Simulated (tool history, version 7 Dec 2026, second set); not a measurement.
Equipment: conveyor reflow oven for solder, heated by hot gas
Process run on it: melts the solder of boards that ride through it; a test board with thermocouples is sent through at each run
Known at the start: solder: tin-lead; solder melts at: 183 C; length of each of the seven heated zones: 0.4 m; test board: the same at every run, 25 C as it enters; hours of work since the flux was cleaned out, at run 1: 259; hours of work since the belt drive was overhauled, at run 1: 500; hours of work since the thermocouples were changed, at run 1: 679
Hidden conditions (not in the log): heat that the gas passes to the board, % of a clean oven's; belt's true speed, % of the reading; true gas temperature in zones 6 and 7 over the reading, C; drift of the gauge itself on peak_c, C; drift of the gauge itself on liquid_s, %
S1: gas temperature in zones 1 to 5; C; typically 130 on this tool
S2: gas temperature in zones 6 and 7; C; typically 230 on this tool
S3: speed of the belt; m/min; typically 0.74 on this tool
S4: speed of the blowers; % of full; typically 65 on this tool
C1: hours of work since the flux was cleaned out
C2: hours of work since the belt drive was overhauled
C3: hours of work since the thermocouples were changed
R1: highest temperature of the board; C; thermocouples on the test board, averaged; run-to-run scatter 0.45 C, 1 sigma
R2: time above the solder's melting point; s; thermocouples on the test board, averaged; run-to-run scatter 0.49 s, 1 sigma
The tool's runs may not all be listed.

| run | day | S1 | S2 | S3 | S4 | C1 | C2 | C3 | R1 | R2 |
|---|---|---|---|---|---|---|---|---|---|---|
| 1 | 0 | 130 | 230 | 0.74 | 65 | 259 | 500 | 679 | 209.8 | 40.3 |
| 2 | 2.008 | 130 | 230 | 0.74 | 65 | 291 | 532 | 711 | 209.5 | 41.5 |
| 3 | 2.9 | 130 | 230 | 0.834 | 65 | 305 | 546 | 725 | 205.3 | 31.2 |
| 4 | 3.954 | 130 | 230 | 0.834 | 65 | 322 | 563 | 742 | 204.6 | 30.9 |
| 5 | 5.396 | 130 | 230 | 0.834 | 65 | 345 | 586 | 764 | 203.4 | 30.2 |
| 6 | 7.392 | 130 | 230 | 0.74 | 65 | 376 | 617 | 796 | 208.6 | 40.8 |
| 7 | 9.167 | 130 | 230 | 0.74 | 64 | 404 | 646 | 824 | 207.9 | 39.2 |
|  | 9.908 | flux residue cleaned out of gas plates and filters |
| 8 | 11.312 | 130 | 230 | 0.74 | 64 | 22 | 676 | 855 | 210.9 | 41.6 |
|  | 12.608 | thermocouples of zones 6 and 7 changed |
| 9 | 13.458 | 130 | 230 | 0.665 | 65 | 55 | 709 | 14 | 216.3 | 52 |
|  | 13.729 | belt drive overhauled, speed set with a stopwatch |
| 10 | 14.833 | 130 | 218 | 0.74 | 65 | 74 | 18 | 33 | 202.5 | 35.5 |
| 11 | 16.05 | 130 | 218 | 0.74 | 65 | 94 | 37 | 52 | 202.2 | 35.8 |
| 12 | 17.633 | 130 | 218 | 0.74 | 65 | 119 | 62 | 77 | 202.2 | 34.5 |
| 13 | 18.862 | 130 | 230 | 0.74 | 65 | 138 | 82 | 97 | 213 | 43.6 |
|  | 20.296 | belt drive overhauled, speed set with a stopwatch, once more |
| 14 | 21.112 | 130 | 230 | 0.74 | 65 | 171 | 13 | 130 | 211.8 | 42 |
| 15 | 22.242 | 138 | 230 | 0.74 | 65 | 189 | 31 | 148 | 213.1 | 45.5 |
| 16 | 24.233 | 115 | 230 | 0.74 | 76 | 221 | 63 | 179 | 210.4 | 38.5 |
| 17 | 25.458 | 142 | 220 | 0.643 | 66 | 240 | 82 | 199 | 208.7 | 52.4 |
| 18 | 26.325 | 133 | 220 | 0.643 | 66 | 254 | 96 | 212 | 207.3 | 47.1 |
| 19 | 28.358 | 125 | 239 | 0.643 | 62 | 286 | 128 | 245 | 222.7 | 55.7 |
| 20 | 29.388 | 125 | 239 | 0.643 | 62 | 303 | 144 | 261 | 222.1 | 55.9 |
| 21 | 30.904 | 125 | 239 | 0.643 | 62 | 327 | 168 | 285 | 221.8 | 56 |
| 22 | 31.867 | 130 | 230 | 0.637 | 50 | 342 | 184 | 300 | 212.4 | 50.9 |
| 23 | 33.354 | 119 | 230 | 0.74 | 76 | 366 | 207 | 324 | 210.2 | 38.2 |
| 24 | 34.383 | 119 | 230 | 0.74 | 76 | 382 | 224 | 340 | 210.3 | 38.1 |
| 25 | 36.204 | 130 | 230 | 0.74 | 55 | 411 | 253 | 369 | 208.2 | 38.8 |
|  | 36.542 | flux residue cleaned out of gas plates and filters |
| 26 | 38.396 | 131 | 230 | 0.736 | 55 | 29 | 284 | 401 | 209.8 | 41.9 |
| 27 | 40.358 | 131 | 226 | 0.736 | 55 | 61 | 315 | 432 | 206 | 37.6 |
| 28 | 42.029 | 130 | 230 | 0.74 | 78 | 87 | 342 | 458 | 214 | 44.3 |
| 29 | 43.804 | 127 | 227 | 0.76 | 74 | 115 | 370 | 487 | 209 | 38.6 |
| 30 | 44.7 | 130 | 230 | 0.764 | 65 | 129 | 384 | 501 | 209.8 | 39 |

Some steps in R1 between neighbouring runs. How much of each would the tool show without its hidden state too (settings, what came in, random variation), and how much is left for the hidden state, with any gauge scatter that isn't in both results?
Run 7 -> 8: flux residue cleaned out of gas plates and filters. R1 +3 C: hidden state +2.3, all else +0.7.
Run 8 -> 9: S3 0.74 -> 0.665, S4 64 -> 65, thermocouples of zones 6 and 7 changed. R1 +5.4 C: hidden state +2.6, all else +2.8.
Run 9 -> 10: S2 230 -> 218, S3 0.665 -> 0.74, belt drive overhauled, speed set with a stopwatch. R1 -13.8 C: hidden state -0.1, all else -13.7.
Run 12 -> 13: S2 218 -> 230. R1 +10.8 C: hidden state -0.1, all else +10.9.
Run 18 -> 19: S1 133 -> 125, S2 220 -> 239, S4 66 -> 62. R1 +15.4 C: hidden state -0.6, all else +16.
Run 25 -> 26: S1 130 -> 131, S3 0.74 -> 0.736, flux residue cleaned out of gas plates and filters. R1 +1.6 C: hidden state +1.8, all else -0.2.
